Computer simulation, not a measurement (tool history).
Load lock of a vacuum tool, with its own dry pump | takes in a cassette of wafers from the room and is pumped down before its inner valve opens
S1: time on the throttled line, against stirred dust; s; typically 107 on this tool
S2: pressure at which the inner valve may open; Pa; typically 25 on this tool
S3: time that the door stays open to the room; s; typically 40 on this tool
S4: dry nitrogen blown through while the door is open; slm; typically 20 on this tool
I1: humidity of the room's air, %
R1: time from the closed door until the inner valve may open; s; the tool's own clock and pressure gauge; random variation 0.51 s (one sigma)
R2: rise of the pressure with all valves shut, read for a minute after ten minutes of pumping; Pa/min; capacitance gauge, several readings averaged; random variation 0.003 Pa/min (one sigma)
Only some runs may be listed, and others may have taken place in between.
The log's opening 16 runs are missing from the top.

run    hour   S1  S2   S3  S4    I1     R1     R2
 17  2304.9  107  27   40  20  44.4  142.7  0.046
 18  2485.7  165  27   40  20  47.2  195.1  0.043
 19  2674.7  165  27   40  18  46.9  195.3  0.046
 20  2777.8  131  49   88   6  45.6  162.1  0.093
 21  2966.1  137  25  177  32  45.9  170.6  0.102
     3057.4  -- dry pump taken out, an overhauled one fitted
 22  3090.5  202  25   40   9  44.1  228.7  0.048
 23  3239.8  202  25   40   9  44.4  228.3  0.047
 24  3438.8  202  25   40   9  46.0  228.9  0.049
 25  3531.3  101  25   40  13  43.8  138.4  0.050
 26  3695.9  101  25   40  13  46.3  138.3  0.053
 27  3806.5  171  23   31  14  41.8  202.2  0.035
 28  3962.9  163  34  135   8  44.7  192.0  0.118
 29  4078.4   65  46   31   6  47.0  101.9  0.046
 30  4189.0   65  46  110   6  44.3  101.5  0.106
 31  4285.6   65  46  110   6  44.1  101.8  0.106
 32  4449.4   65  46  110   6  44.1  102.1  0.109
 33  4626.0   65  46  181   6  48.3  102.0  0.161
 34  4833.2   65  46  181   6  47.0  101.9  0.166
 35  4966.9  127  25   40  20  47.8  161.4  0.045
 36  5063.2  127  25   40  20  45.8  162.4  0.043

Here are 4 independent what-if runs from the current tool condition. What would each one return?
  A  5147.5   87  23  155  20  45.2   ?   ?
  B  5147.5  166  49  161  20  46.0   ?   ?
  C  5147.5   67  25   90   5  43.4   ?   ?
  D  5147.5  127  25   75  20  43.7   ?   ?

run     R1     R2
  A  126.1  0.109
  B  192.8  0.112
  C  107.2  0.097
  D  161.1  0.065
With no hidden state in the tool, these same runs would have given:
run     R1     R2
  A  126.1  0.107
  B  192.8  0.110
  C  107.2  0.095
  D  161.0  0.062

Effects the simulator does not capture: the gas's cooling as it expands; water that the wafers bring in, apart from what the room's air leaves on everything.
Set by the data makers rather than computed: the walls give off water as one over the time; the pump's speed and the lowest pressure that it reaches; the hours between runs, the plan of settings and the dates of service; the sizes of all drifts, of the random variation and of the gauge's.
